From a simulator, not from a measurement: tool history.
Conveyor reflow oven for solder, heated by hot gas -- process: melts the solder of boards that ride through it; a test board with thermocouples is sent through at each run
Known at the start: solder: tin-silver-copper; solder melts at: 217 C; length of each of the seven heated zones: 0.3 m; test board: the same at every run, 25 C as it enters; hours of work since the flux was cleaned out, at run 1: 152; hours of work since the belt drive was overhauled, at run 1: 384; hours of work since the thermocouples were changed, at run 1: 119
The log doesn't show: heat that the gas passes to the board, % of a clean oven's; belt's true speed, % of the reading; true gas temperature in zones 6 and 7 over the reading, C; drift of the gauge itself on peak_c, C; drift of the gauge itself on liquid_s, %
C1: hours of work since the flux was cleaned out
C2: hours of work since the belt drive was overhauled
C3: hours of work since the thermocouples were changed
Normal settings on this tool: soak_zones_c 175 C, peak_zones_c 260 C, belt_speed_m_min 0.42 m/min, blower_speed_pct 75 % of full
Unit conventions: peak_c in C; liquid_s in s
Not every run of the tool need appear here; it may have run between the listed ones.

{"run": 1, "hour": 0.0, "soak_zones_c": 175, "peak_zones_c": 260, "belt_speed_m_min": 0.42, "blower_speed_pct": 75, "C1": 152, "C2": 384, "C3": 119, "peak_c": 246.4, "liquid_s": 59.4}
{"run": 2, "hour": 9.1, "soak_zones_c": 175, "peak_zones_c": 260, "belt_speed_m_min": 0.42, "blower_speed_pct": 75, "C1": 157, "C2": 389, "C3": 124, "peak_c": 246.6, "liquid_s": 60}
{"run": 3, "hour": 19.3, "soak_zones_c": 173, "peak_zones_c": 260, "belt_speed_m_min": 0.42, "blower_speed_pct": 75, "C1": 163, "C2": 395, "C3": 130, "peak_c": 245.5, "liquid_s": 58.6}
{"run": 4, "hour": 27.2, "soak_zones_c": 175, "peak_zones_c": 260, "belt_speed_m_min": 0.386, "blower_speed_pct": 75, "C1": 167, "C2": 399, "C3": 134, "peak_c": 248.3, "liquid_s": 67.6}
{"run": 5, "hour": 36.1, "soak_zones_c": 175, "peak_zones_c": 260, "belt_speed_m_min": 0.386, "blower_speed_pct": 75, "C1": 172, "C2": 404, "C3": 139, "peak_c": 248.4, "liquid_s": 68}
{"run": 6, "hour": 44.4, "soak_zones_c": 175, "peak_zones_c": 260, "belt_speed_m_min": 0.386, "blower_speed_pct": 75, "C1": 177, "C2": 409, "C3": 144, "peak_c": 248.3, "liquid_s": 67.7}
{"run": 7, "hour": 53.3, "soak_zones_c": 175, "peak_zones_c": 260, "belt_speed_m_min": 0.386, "blower_speed_pct": 75, "C1": 182, "C2": 414, "C3": 149, "peak_c": 248.5, "liquid_s": 68.3}
{"run": 8, "hour": 62.5, "soak_zones_c": 175, "peak_zones_c": 260, "belt_speed_m_min": 0.42, "blower_speed_pct": 75, "C1": 187, "C2": 419, "C3": 154, "peak_c": 246.4, "liquid_s": 59.3}
{"run": 9, "hour": 71.8, "soak_zones_c": 177, "peak_zones_c": 252, "belt_speed_m_min": 0.391, "blower_speed_pct": 68, "C1": 192, "C2": 424, "C3": 159, "peak_c": 240.3, "liquid_s": 59.6}
{"run": 10, "hour": 82.6, "soak_zones_c": 175, "peak_zones_c": 260, "belt_speed_m_min": 0.465, "blower_speed_pct": 75, "C1": 198, "C2": 430, "C3": 165, "peak_c": 243.3, "liquid_s": 50.2}
{"run": 11, "hour": 90.5, "soak_zones_c": 171, "peak_zones_c": 251, "belt_speed_m_min": 0.498, "blower_speed_pct": 75, "C1": 202, "C2": 434, "C3": 169, "peak_c": 232.7, "liquid_s": 33.5}
{"run": 12, "hour": 99.7, "soak_zones_c": 175, "peak_zones_c": 251, "belt_speed_m_min": 0.42, "blower_speed_pct": 75, "C1": 207, "C2": 439, "C3": 174, "peak_c": 238.8, "liquid_s": 51.5}
{"run": 13, "hour": 106.9, "soak_zones_c": 175, "peak_zones_c": 260, "belt_speed_m_min": 0.492, "blower_speed_pct": 75, "C1": 211, "C2": 443, "C3": 178, "peak_c": 241.3, "liquid_s": 44.9}
{"run": 14, "hour": 113.8, "soak_zones_c": 175, "peak_zones_c": 260, "belt_speed_m_min": 0.492, "blower_speed_pct": 70, "C1": 215, "C2": 447, "C3": 182, "peak_c": 240.4, "liquid_s": 43.6}
{"run": 15, "hour": 120.9, "soak_zones_c": 175, "peak_zones_c": 260, "belt_speed_m_min": 0.492, "blower_speed_pct": 70, "C1": 219, "C2": 451, "C3": 186, "peak_c": 239.9, "liquid_s": 43.7}
{"run": 16, "hour": 126.1, "soak_zones_c": 175, "peak_zones_c": 265, "belt_speed_m_min": 0.42, "blower_speed_pct": 75, "C1": 222, "C2": 454, "C3": 189, "peak_c": 250.5, "liquid_s": 63.7}

Alternative continuations, all from the tool just after run 16; predict every row:
{"run": "A", "hour": 132.1, "soak_zones_c": 175, "peak_zones_c": 258, "belt_speed_m_min": 0.42, "blower_speed_pct": 86, "C1": 225, "C2": 457, "C3": 192, "peak_c": "?", "liquid_s": "?"}
{"run": "B", "hour": 132.1, "soak_zones_c": 175, "peak_zones_c": 269, "belt_speed_m_min": 0.369, "blower_speed_pct": 58, "C1": 225, "C2": 457, "C3": 192, "peak_c": "?", "liquid_s": "?"}
{"run": "C", "hour": 132.1, "soak_zones_c": 175, "peak_zones_c": 260, "belt_speed_m_min": 0.443, "blower_speed_pct": 75, "C1": 225, "C2": 457, "C3": 192, "peak_c": "?", "liquid_s": "?"}
{"run": "D", "hour": 132.1, "soak_zones_c": 175, "peak_zones_c": 266, "belt_speed_m_min": 0.433, "blower_speed_pct": 75, "C1": 225, "C2": 457, "C3": 192, "peak_c": "?", "liquid_s": "?"}
{"run": "E", "hour": 132.1, "soak_zones_c": 175, "peak_zones_c": 265, "belt_speed_m_min": 0.362, "blower_speed_pct": 75, "C1": 225, "C2": 457, "C3": 192, "peak_c": "?", "liquid_s": "?"}

run=A peak_c=245.7 liquid_s=59.9
run=B peak_c=254.9 liquid_s=75.8
run=C peak_c=244.6 liquid_s=54.7
run=D peak_c=249.9 liquid_s=60.9
run=E peak_c=254.3 liquid_s=78
Without the tool's hidden state the same runs would have given:
run=A peak_c=245.8 liquid_s=59.9
run=B peak_c=254.9 liquid_s=75.8
run=C peak_c=244.6 liquid_s=54.8
run=D peak_c=250 liquid_s=61
run=E peak_c=254.3 liquid_s=78.1
